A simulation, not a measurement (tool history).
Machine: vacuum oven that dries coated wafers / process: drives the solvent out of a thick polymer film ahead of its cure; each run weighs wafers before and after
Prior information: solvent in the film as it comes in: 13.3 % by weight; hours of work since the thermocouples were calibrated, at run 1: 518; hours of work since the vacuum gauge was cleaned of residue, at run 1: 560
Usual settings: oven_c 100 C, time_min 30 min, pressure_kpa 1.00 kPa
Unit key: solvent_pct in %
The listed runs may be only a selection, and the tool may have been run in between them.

run	hour	oven_c	time_min	pressure_kpa	hours of work since the thermocouples were calibrated	hours of work since the vacuum gauge was cleaned of residue	solvent_pct
1	0.0	100	30	1.00	518	560	2.28
2	14.8	113	30	1.00	529	571	0.48
3	33.8	113	30	1.00	544	587	0.48
4	49.2	113	19	1.00	557	599	1.00
5	76.0	100	30	1.00	578	620	2.28
6	99.3	100	30	1.00	596	638	2.25
7	112.2	100	30	1.00	606	649	2.26
8	124.6	100	30	1.00	616	658	2.25
9	140.0	100	39	1.00	628	671	1.52
10	162.5	100	39	1.00	646	688	1.54
11	178.0	109	39	1.00	659	701	0.55
12	194.4	109	39	1.00	671	714	0.55
13	210.6	109	39	1.00	684	727	0.53
14	226.9	109	39	1.00	697	739	0.55
15	243.2	100	30	1.00	710	752	2.20
# hour 267.6: oven's thermocouples calibrated
16	268.9	100	30	1.00	1	771	2.37
17	290.1	100	30	1.00	18	788	2.37
18	310.5	100	30	1.00	34	804	2.40
19	337.1	100	30	1.00	55	825	2.38
20	348.9	102	30	1.00	64	834	1.93
21	364.9	102	30	1.00	77	847	1.90
22	380.3	102	30	1.00	89	859	1.92
23	401.4	98	30	1.00	106	876	2.86
24	416.9	98	30	1.00	118	888	2.84
25	432.9	98	30	1.00	131	901	2.84
26	447.8	100	23	1.00	143	913	3.24
27	471.8	100	23	1.00	162	932	3.24
28	488.0	100	23	1.00	175	945	3.24
29	501.7	109	30	1.00	185	955	0.81
30	521.8	109	20	2.12	201	971	1.93
31	545.9	114	20	2.12	220	990	1.16
32	570.0	114	20	2.12	239	1010	1.16
33	587.0	111	17	2.73	253	1023	2.13
34	603.6	100	33	0.61	266	1036	1.84
35	620.1	107	41	1.00	279	1049	0.70
36	642.7	107	41	1.00	297	1067	0.68
37	664.4	107	41	1.00	314	1084	0.67
38	679.5	106	41	1.28	326	1096	0.87
39	693.7	95	53	1.73	337	1107	2.19
40	713.8	95	53	1.73	353	1123	2.21
41	734.2	104	32	0.71	369	1140	1.24
42	756.9	100	51	2.74	387	1158	1.87
43	775.0	91	30	2.16	402	1172	5.28

Take each entry between the runs: how does the hidden state at the last listed run before it differ from the hidden state at the first listed run after it?
Run 15 -> run 16: oven's thermocouples calibrated (hour 267.6)
  true wafer temperature over the reading, C: 0.98 -> 0.32; true pressure over the reading, kPa: 0.273 -> 0.281
  measured less the result without the state, solvent_pct: -0.12 -> +0.04 %
